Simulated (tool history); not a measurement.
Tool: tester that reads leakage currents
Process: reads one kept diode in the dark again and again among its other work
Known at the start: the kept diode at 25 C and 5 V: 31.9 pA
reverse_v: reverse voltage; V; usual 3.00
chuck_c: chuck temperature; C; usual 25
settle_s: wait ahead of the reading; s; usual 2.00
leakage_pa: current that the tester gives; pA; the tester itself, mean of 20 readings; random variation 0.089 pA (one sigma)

run	day	reverse_v	chuck_c	settle_s	leakage_pa
1	0.000	3.00	25	2.00	24.42
2	3.388	3.00	25	2.00	24.37
3	8.417	3.00	25	2.00	24.44
4	11.942	3.00	25	2.00	24.42
5	15.646	3.00	25	2.00	24.20
6	19.596	3.00	25	3.04	24.26
7	23.012	3.00	25	2.00	24.36
8	28.250	12.19	25	2.00	54.34
9	31.458	12.19	25	2.00	54.61
10	34.412	12.19	25	2.00	54.41
11	40.596	12.19	25	2.00	54.60
12	44.950	12.19	25	2.00	54.34
13	49.846	12.19	25	2.00	54.47
14	55.554	12.19	25	2.00	54.34
15	60.954	12.19	25	2.00	54.71
16	67.200	12.19	25	2.00	54.52
# day 67.783: chuck's temperature calibrated
17	73.367	3.00	25	2.00	24.60
18	76.812	3.00	22	2.00	18.36
# day 79.329: probe card cleaned and baked
19	80.750	3.00	49	2.00	206.21
20	84.667	1.18	25	2.00	14.48
21	89.042	3.12	22	5.22	18.59
22	94.546	3.12	30	0.58	40.84
23	97.138	3.12	30	0.58	40.89
24	100.808	3.12	30	0.58	40.85
# day 102.758: tester calibrated
25	104.646	3.12	30	0.58	40.94
26	107.492	3.93	51	2.00	284.70
27	110.846	1.01	55	2.80	182.07
28	114.800	1.01	55	2.80	181.12
29	119.008	5.09	34	1.35	76.14
30	123.142	5.09	34	1.35	76.35
31	125.867	1.01	37	2.00	39.45
32	129.167	1.01	37	2.00	39.67
33	135.275	1.01	49	3.19	112.37
34	138.121	3.39	24	6.37	23.47
35	143.117	3.00	50	2.00	223.06
36	148.125	3.94	25	2.61	28.44
37	153.912	3.94	25	2.61	28.36
# day 155.762: chuck's temperature calibrated
38	156.925	6.01	25	2.00	36.33
39	159.912	2.22	39	0.39	75.31
40	166.058	5.74	25	4.25	34.96

4 ways to go on from here, each from the tool as it stands after run 40. What would each give?
A	172.358	3.00	39	0.69	?
B	172.358	3.39	41	1.30	?
C	172.358	3.00	25	1.85	?
D	172.358	1.53	49	4.25	?

run	leakage_pa
A	88.72
B	112.15
C	24.44
D	140.95
Without the tool's hidden state the same runs would have given:
run	leakage_pa
A	88.73
B	112.16
C	24.42
D	140.98
